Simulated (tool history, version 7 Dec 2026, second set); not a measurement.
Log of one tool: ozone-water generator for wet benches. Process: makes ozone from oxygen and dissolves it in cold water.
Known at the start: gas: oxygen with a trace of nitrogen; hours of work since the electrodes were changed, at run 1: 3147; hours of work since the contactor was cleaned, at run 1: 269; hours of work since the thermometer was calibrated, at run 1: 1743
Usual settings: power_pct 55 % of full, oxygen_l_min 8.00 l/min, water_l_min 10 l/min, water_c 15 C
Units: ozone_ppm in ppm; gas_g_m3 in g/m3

run	hour	power_pct	oxygen_l_min	water_l_min	water_c	hours of work since the electrodes were changed	hours of work since the contactor was cleaned	hours of work since the thermometer was calibrated	ozone_ppm	gas_g_m3
1	0.0	55	8.00	10	15	3147	269	1743	21.1	104.5
2	124.5	55	8.00	10	15	3230	352	1826	20.6	104.1
3	226.1	55	8.00	10	17	3297	419	1893	19.5	103.5
4	388.9	55	8.00	10	17	3405	527	2001	19.5	102.2
5	506.0	55	8.00	10	15	3483	605	2079	20.2	103.0
6	618.5	55	8.00	10	15	3558	680	2154	20.3	102.1
7	758.4	55	8.00	10	15	3650	772	2246	20.0	102.0
8	884.5	49	8.00	10	15	3734	856	2330	18.7	94.0
9	985.2	49	8.00	10	15	3801	923	2397	18.3	93.4
10	1190.1	49	8.00	10	15	3937	1059	2533	18.0	93.2
11	1408.8	84	8.00	10	15	4082	1204	2678	26.0	132.8
12	1579.7	55	8.00	10	15	4195	1317	2791	19.2	98.6
13	1758.7	55	8.00	10	15	4314	1436	2910	19.1	98.2
14	1854.2	55	8.00	10	16	4377	1499	2973	18.7	96.4
15	2031.1	66	8.00	10	14	4495	1617	3091	21.8	109.8
16	2150.6	66	8.00	10	14	4574	1696	3170	21.4	108.5
17	2364.6	66	8.00	10	14	4716	1838	3312	21.4	107.4
18	2565.1	55	14.15	10	11	4849	1971	3445	17.8	72.4
19	2758.2	55	14.15	10	11	4977	2099	3573	17.6	71.8
# hour 2854.3: water thermometer calibrated
20	2967.5	55	14.15	10	11	5116	2238	75	17.8	71.2
21	3077.2	46	8.00	12	7	5188	2310	148	17.2	83.0
22	3235.9	46	8.00	12	7	5294	2416	253	16.9	81.1
23	3422.7	46	8.00	12	10	5418	2540	377	16.0	81.0
24	3614.6	46	8.00	12	10	5545	2667	504	15.7	81.0
25	3746.6	55	4.05	12	15	5632	2755	592	16.3	123.6
26	3967.5	55	4.05	12	15	5779	2901	739	16.1	124.7
# hour 4062.2: contactor cleaned
27	4079.7	55	4.05	16	15	5851	12	810	12.7	122.7

Some steps in ozone_ppm between neighbouring runs. How much of each would the tool show without its hidden state too (settings, what came in, random variation), and how much is left for the hidden state, with any gauge scatter that isn't in both results?
The hidden state here: yield of the discharge, % of new electrodes'; contactor's efficiency, % of a clean one's; true water temperature over the reading, C; drift of the gauge itself on ozone_ppm, %; drift of the gauge itself on gas_g_m3, %.
Run 10 -> 11: power_pct 49 -> 84. ozone_ppm +8.0 ppm: hidden state -5.4, all else +13.4.
Run 11 -> 12: power_pct 84 -> 55. ozone_ppm -6.8 ppm: hidden state +4.2, all else -11.0.
